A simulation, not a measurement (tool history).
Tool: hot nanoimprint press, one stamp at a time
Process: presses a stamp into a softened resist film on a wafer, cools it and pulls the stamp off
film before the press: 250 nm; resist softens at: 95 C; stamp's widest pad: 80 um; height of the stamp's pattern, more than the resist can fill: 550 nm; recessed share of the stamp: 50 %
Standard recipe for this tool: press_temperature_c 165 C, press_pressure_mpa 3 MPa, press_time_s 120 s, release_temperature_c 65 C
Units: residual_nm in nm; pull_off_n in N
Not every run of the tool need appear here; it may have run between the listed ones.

run 1 hour=0 | press_temperature_c=165 press_pressure_mpa=3 press_time_s=120 release_temperature_c=65 | residual_nm=113 pull_off_n=198
run 2 hour=33.2 | press_temperature_c=165 press_pressure_mpa=3 press_time_s=120 release_temperature_c=65 | residual_nm=113 pull_off_n=198
run 3 hour=74.7 | press_temperature_c=153 press_pressure_mpa=3 press_time_s=120 release_temperature_c=65 | residual_nm=168.8 pull_off_n=197
run 4 hour=101.8 | press_temperature_c=165 press_pressure_mpa=2.69 press_time_s=120 release_temperature_c=65 | residual_nm=120.3 pull_off_n=206
run 5 hour=136.5 | press_temperature_c=165 press_pressure_mpa=2.69 press_time_s=120 release_temperature_c=60 | residual_nm=121.3 pull_off_n=203
run 6 hour=174.2 | press_temperature_c=165 press_pressure_mpa=2.69 press_time_s=120 release_temperature_c=60 | residual_nm=120 pull_off_n=204
run 7 hour=211.2 | press_temperature_c=165 press_pressure_mpa=2.69 press_time_s=120 release_temperature_c=60 | residual_nm=121.5 pull_off_n=209
run 8 hour=237 | press_temperature_c=165 press_pressure_mpa=3 press_time_s=120 release_temperature_c=65 | residual_nm=113.2 pull_off_n=196
-- hour=257.3 stamp cleaned and given a new release coat
run 9 hour=280.3 | press_temperature_c=165 press_pressure_mpa=3 press_time_s=120 release_temperature_c=65 | residual_nm=115.3 pull_off_n=196
-- hour=301.4 plate thermocouple calibrated
run 10 hour=333.3 | press_temperature_c=165 press_pressure_mpa=3 press_time_s=120 release_temperature_c=65 | residual_nm=114 pull_off_n=197
run 11 hour=384.8 | press_temperature_c=165 press_pressure_mpa=3 press_time_s=120 release_temperature_c=65 | residual_nm=113.7 pull_off_n=198
run 12 hour=418.2 | press_temperature_c=163 press_pressure_mpa=3 press_time_s=192 release_temperature_c=67 | residual_nm=102.8 pull_off_n=195
run 13 hour=462.5 | press_temperature_c=164 press_pressure_mpa=3.51 press_time_s=155 release_temperature_c=56 | residual_nm=100.1 pull_off_n=223

Run 14 has not been measured yet. What should we expect?
-- hour=515.7 stamp cleaned and given a new release coat
run 14 hour=518 | press_temperature_c=164 press_pressure_mpa=3.51 press_time_s=155 release_temperature_c=56 | residual_nm=? pull_off_n=?

{"run 14": {"residual_nm": 99.8, "pull_off_n": 215}}
Were there no unlogged condition in the tool, this run, its random variation unchanged, would have produced residual_nm 99.6 nm, pull_off_n 215 N.
